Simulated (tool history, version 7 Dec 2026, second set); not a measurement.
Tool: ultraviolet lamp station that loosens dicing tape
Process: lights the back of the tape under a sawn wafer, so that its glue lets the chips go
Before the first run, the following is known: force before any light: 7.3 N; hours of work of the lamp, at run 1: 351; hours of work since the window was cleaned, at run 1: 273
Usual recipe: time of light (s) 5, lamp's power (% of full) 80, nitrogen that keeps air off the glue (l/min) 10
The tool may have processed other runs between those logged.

run   hour  time of light (s)  lamp's power (% of full)  nitrogen that keeps air off the glue (l/min)  hours of work of the lamp  hours of work since the window was cleaned  force that peels the tape off (N)  light that reached the tape (mJ/cm2)
  1    0.0                  5                        80                                            10                        351                                         273                              0.626                                   465
  2   12.6                  5                        80                                            10                        357                                         278                              0.653                                   458
  3   31.2                  5                        80                                            10                        365                                         286                              0.657                                   456
  4   45.0                  5                        80                                            10                        371                                         293                              0.644                                   459
  5   56.3                  5                        80                                            10                        376                                         298                              0.646                                   457
  6   69.7                  5                        80                                             5                        382                                         304                              1.135                                   457
  7   87.6                  5                        80                                             5                        390                                         312                              1.106                                   455
  8  100.8                  5                        80                                             5                        396                                         317                              1.076                                   455
  9  114.4                  5                        80                                             5                        402                                         324                              1.152                                   453
 10  123.7                  5                        80                                            10                        406                                         328                              0.683                                   454
 11  139.4                  5                        80                                            10                        413                                         335                              0.713                                   453
 12  156.7                  5                        80                                            10                        421                                         342                              0.692                                   449
     162.3  -- window cleaned of glue's vapour
 13  170.6                  5                        80                                            10                        427                                           4                              0.539                                   502
 14  191.7                  5                        80                                            10                        437                                          13                              0.554                                   505
 15  210.7                  5                        80                                            10                        445                                          22                              0.574                                   495
 16  225.3                  5                        80                                            10                        452                                          28                              0.581                                   494
 17  246.4                  5                        80                                            10                        461                                          38                              0.564                                   492
 18  266.3                  5                        80                                            10                        470                                          46                              0.559                                   489
 19  287.7                  5                        80                                            10                        479                                          56                              0.577                                   484
 20  307.6                  4                        80                                            10                        488                                          65                              0.924                                   391
 21  321.0                  6                        80                                            10                        494                                          71                              0.384                                   580
 22  331.0                  6                        80                                            10                        499                                          75                              0.369                                   585
 23  346.6                  6                        85                                             3                        506                                          82                              0.942                                   617
 24  363.5                  6                        76                                             4                        513                                          90                              0.907                                   548
 25  384.5                  5                        66                                             4                        523                                          99                              1.649                                   396
 26  403.5                  4                        80                                             5                        531                                         108                              1.480                                   377
 27  424.7                  5                        67                                             3                        540                                         117                              1.900                                   396
 28  440.7                  5                        80                                            10                        548                                         124                              0.627                                   471
 29  454.9                  5                        80                                            10                        554                                         130                              0.630                                   473
 30  472.7                  2                        77                                            10                        562                                         138                              2.696                                   179
 31  486.5                  2                        65                                             7                        568                                         145                              3.433                                   159
 32  496.6                  5                        80                                             8                        572                                         149                              0.738                                   468
 33  513.8                  7                        76                                             4                        580                                         157                              0.732                                   615
 34  526.1                  6                        70                                             9                        586                                         162                              0.613                                   484
 35  537.9                  6                        70                                             9                        591                                         168                              0.623                                   491
 36  550.2                  3                        90                                             9                        596                                         173                              1.441                                   312
 37  559.5                  3                        90                                             9                        601                                         177                              1.462                                   310
 38  576.2                  6                        76                                            10                        608                                         185                              0.496                                   529
 39  587.5                  5                        93                                             5                        613                                         190                              0.831                                   535
 40  597.7                  5                        93                                             5                        618                                         194                              0.850                                   538
 41  615.2                  3                        80                                            10                        625                                         202                              1.677                                   273
 42  629.0                  5                        80                                            10                        632                                         208                              0.663                                   457
 43  642.0                  8                        89                                            10                        637                                         214                              0.192                                   801
 44  661.7                  9                        86                                            13                        646                                         223                              0.157                                   877

Measured minus without-hidden-state, run by run (identical run-to-run variation in each term; gauge scatter may differ):
The tool's hidden condition here consists of: lamp's light, % of a new lamp's; light that the window lets through, % of a clean one's; drift of the gauge itself on peel_n, %; drift of the gauge itself on dose_mj_cm2, %.
run  force that peels the tape off (N)  light that reached the tape (mJ/cm2)
  1                             +0.183                                   -78
  2                             +0.194                                   -79
  3                             +0.197                                   -81
  4                             +0.198                                   -83
  5                             +0.200                                   -85
  6                             +0.314                                   -86
  7                             +0.314                                   -87
  8                             +0.310                                   -89
  9                             +0.336                                   -90
 10                             +0.227                                   -92
 11                             +0.240                                   -93
 12                             +0.236                                   -93
 13                             +0.087                                   -41
 14                             +0.096                                   -44
 15                             +0.101                                   -45
 16                             +0.105                                   -46
 17                             +0.107                                   -49
 18                             +0.109                                   -51
 19                             +0.118                                   -53
 20                             +0.177                                   -44
 21                             +0.084                                   -68
 22                             +0.085                                   -70
 23                             +0.193                                   -75
 24                             +0.192                                   -69
 25                             +0.285                                   -52
 26                             +0.274                                   -52
 27                             +0.323                                   -55
 28                             +0.162                                   -68
 29                             +0.165                                   -70
 30                             +0.372                                   -28
 31                             +0.370                                   -24
 32                             +0.199                                   -74
 33                             +0.204                                  -100
 34                             +0.179                                   -81
 35                             +0.183                                   -82
 36                             +0.335                                   -53
 37                             +0.341                                   -54
 38                             +0.155                                   -94
 39                             +0.244                                   -97
 40                             +0.253                                   -98
 41                             +0.393                                   -52
 42                             +0.211                                   -87
 43                             +0.044                                  -156
 44                             +0.022                                  -174
